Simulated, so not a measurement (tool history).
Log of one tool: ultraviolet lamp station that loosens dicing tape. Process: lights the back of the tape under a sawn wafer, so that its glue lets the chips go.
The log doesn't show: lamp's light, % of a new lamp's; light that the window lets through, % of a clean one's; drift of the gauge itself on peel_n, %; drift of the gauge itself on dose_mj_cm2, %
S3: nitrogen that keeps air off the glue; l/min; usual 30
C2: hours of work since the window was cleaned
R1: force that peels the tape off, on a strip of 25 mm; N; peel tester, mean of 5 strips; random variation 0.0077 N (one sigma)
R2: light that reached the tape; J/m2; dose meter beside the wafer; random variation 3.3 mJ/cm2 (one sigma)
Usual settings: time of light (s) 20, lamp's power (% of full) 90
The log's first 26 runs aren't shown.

run 27 day=46.55 | time_of_light_(s)=20 lamp's_power_(%_of_full)=97 S3=59 | hours_of_work_of_the_lamp=1475 C2=180 | R1=0.232 R2=5590
run 28 day=47.796 | time_of_light_(s)=20 lamp's_power_(%_of_full)=91 S3=10 | hours_of_work_of_the_lamp=1494 C2=198 | R1=0.423 R2=5280
run 29 day=49.079 | time_of_light_(s)=31 lamp's_power_(%_of_full)=88 S3=55 | hours_of_work_of_the_lamp=1513 C2=217 | R1=0.218 R2=7840
-- day=49.683 window cleaned of glue's vapour
run 30 day=51.142 | time_of_light_(s)=14 lamp's_power_(%_of_full)=88 S3=39 | hours_of_work_of_the_lamp=1543 C2=22 | R1=0.511 R2=3560
run 31 day=52.858 | time_of_light_(s)=21 lamp's_power_(%_of_full)=85 S3=14 | hours_of_work_of_the_lamp=1569 C2=47 | R1=0.401 R2=5130
run 32 day=55.021 | time_of_light_(s)=21 lamp's_power_(%_of_full)=85 S3=14 | hours_of_work_of_the_lamp=1601 C2=80 | R1=0.4 R2=5180
run 33 day=56.812 | time_of_light_(s)=21 lamp's_power_(%_of_full)=85 S3=14 | hours_of_work_of_the_lamp=1628 C2=106 | R1=0.396 R2=5150
run 34 day=58.488 | time_of_light_(s)=14 lamp's_power_(%_of_full)=99 S3=14 | hours_of_work_of_the_lamp=1653 C2=131 | R1=0.617 R2=3990
run 35 day=60.871 | time_of_light_(s)=15 lamp's_power_(%_of_full)=90 S3=15 | hours_of_work_of_the_lamp=1688 C2=167 | R1=0.659 R2=3910
-- day=61.258 lamp changed
run 36 day=62.212 | time_of_light_(s)=17 lamp's_power_(%_of_full)=88 S3=18 | hours_of_work_of_the_lamp=14 C2=186 | R1=0.477 R2=4390
run 37 day=64.008 | time_of_light_(s)=15 lamp's_power_(%_of_full)=88 S3=18 | hours_of_work_of_the_lamp=41 C2=213 | R1=0.612 R2=3840
-- day=64.892 window cleaned of glue's vapour
run 38 day=65.696 | time_of_light_(s)=15 lamp's_power_(%_of_full)=82 S3=18 | hours_of_work_of_the_lamp=66 C2=12 | R1=0.688 R2=3560
run 39 day=66.775 | time_of_light_(s)=15 lamp's_power_(%_of_full)=82 S3=18 | hours_of_work_of_the_lamp=82 C2=28 | R1=0.66 R2=3550

Forecast each of these 5 alternatives for the next run:
run A day=68.242 | time_of_light_(s)=25 lamp's_power_(%_of_full)=66 S3=27 | hours_of_work_of_the_lamp=104 C2=50 | R1=? R2=?
run B day=68.242 | time_of_light_(s)=15 lamp's_power_(%_of_full)=80 S3=25 | hours_of_work_of_the_lamp=104 C2=50 | R1=? R2=?
run C day=68.242 | time_of_light_(s)=29 lamp's_power_(%_of_full)=82 S3=20 | hours_of_work_of_the_lamp=104 C2=50 | R1=? R2=?
run D day=68.242 | time_of_light_(s)=20 lamp's_power_(%_of_full)=90 S3=15 | hours_of_work_of_the_lamp=104 C2=50 | R1=? R2=?
run E day=68.242 | time_of_light_(s)=35 lamp's_power_(%_of_full)=64 S3=24 | hours_of_work_of_the_lamp=104 C2=50 | R1=? R2=?

run=A R1=0.333 R2=4750
run=B R1=0.627 R2=3510
run=C R1=0.236 R2=6890
run=D R1=0.352 R2=5160
run=E R1=0.261 R2=6410
Without the tool's hidden state the same runs would have given:
run=A R1=0.332 R2=4750
run=B R1=0.626 R2=3510
run=C R1=0.236 R2=6890
run=D R1=0.352 R2=5170
run=E R1=0.26 R2=6410

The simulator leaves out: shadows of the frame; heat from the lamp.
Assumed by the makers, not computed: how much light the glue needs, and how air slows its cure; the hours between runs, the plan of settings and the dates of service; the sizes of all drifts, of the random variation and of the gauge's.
